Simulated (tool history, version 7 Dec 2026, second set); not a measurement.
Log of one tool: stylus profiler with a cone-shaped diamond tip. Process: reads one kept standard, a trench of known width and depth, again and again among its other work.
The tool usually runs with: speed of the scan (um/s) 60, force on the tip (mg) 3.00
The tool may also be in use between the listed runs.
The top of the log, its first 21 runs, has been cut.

run     day  speed of the scan (um/s)  force on the tip (mg)  scans with this tip  hours of work since the height scale was calibrated  depth of the trench (angstrom)  width of the trench's floor (um)
 22  17.975                       211                   3.00                 5844                                                  436                          5049.6                             15.27
 23  18.600                        76                   3.00                 5963                                                  445                          5050.6                             15.88
 24  19.825                       190                   1.07                 6198                                                  463                          5030.2                             14.83
 25  20.808                       160                   2.38                 6386                                                  477                          5045.1                             15.36
 26  21.829                       160                   2.38                 6582                                                  491                          5042.5                             15.33
 27  22.850                       160                   2.38                 6777                                                  506                          5044.8                             15.29
 28  23.529                        16                   5.22                 6907                                                  516                          5066.6                             16.02
 29  24.154                        16                   5.22                 7026                                                  525                          5069.9                             15.91
 30  24.771                        16                   5.22                 7145                                                  533                          5067.5                             15.90
 31  25.588                        16                   5.22                 7301                                                  545                          5071.6                             15.91
 32  26.650                        87                   2.09                 7504                                                  560                          5042.8                             15.50
 33  27.954                       105                   6.96                 7754                                                  579                          5085.9                             15.66
 34  28.996                       105                   6.96                 7953                                                  594                          5082.2                             15.56
 35  29.788                        41                   3.20                 8105                                                  605                          5054.1                             15.65
 36  30.483                        18                   2.04                 8238                                                  615                          5043.5                             15.68
 37  31.817                        19                   7.55                 8493                                                  634                          5090.1                             15.76
 38  32.567                        67                   3.00                 8637                                                  645                          5054.5                             15.47
 39  33.783                        67                   3.00                 8869                                                  662                          5053.9                             15.46
 40  35.108                       188                   3.30                 9124                                                  681                          5057.2                             14.93
 41  35.846                       188                   3.30                 9264                                                  692                          5057.4                             14.86
 42  36.954                       195                   3.00                 9476                                                  707                          5054.1                             14.82
 43  38.121                        46                   4.36                 9700                                                  724                          5069.6                             15.51
 44  39.271                       133                   5.64                 9920                                                  741                          5078.8                             15.16
 45  39.933                       193                   5.50                10047                                                  750                          5078.2                             14.93
 46  41.146                       193                   5.50                10279                                                  767                          5077.1                             14.90

Predict each of these 4 candidate next runs independently; none follows another, all start after run 46:
  A  42.325                       193                   1.37                10505                                                  784                               ?                                 ?
  B  42.325                       193                   2.22                10505                                                  784                               ?                                 ?
  C  42.325                        49                   3.39                10505                                                  784                               ?                                 ?
  D  42.325                        25                   3.11                10505                                                  784                               ?                                 ?

run  depth of the trench (angstrom)  width of the trench's floor (um)
  A                          5038.9                             14.26
  B                          5050.3                             14.53
  C                          5061.8                             15.29
  D                          5059.7                             15.41
What these runs would have given with no unlogged condition in the tool:
run  depth of the trench (angstrom)  width of the trench's floor (um)
  A                          5025.2                             16.14
  B                          5036.6                             16.40
  C                          5048.1                             17.17
  D                          5046.0                             17.28
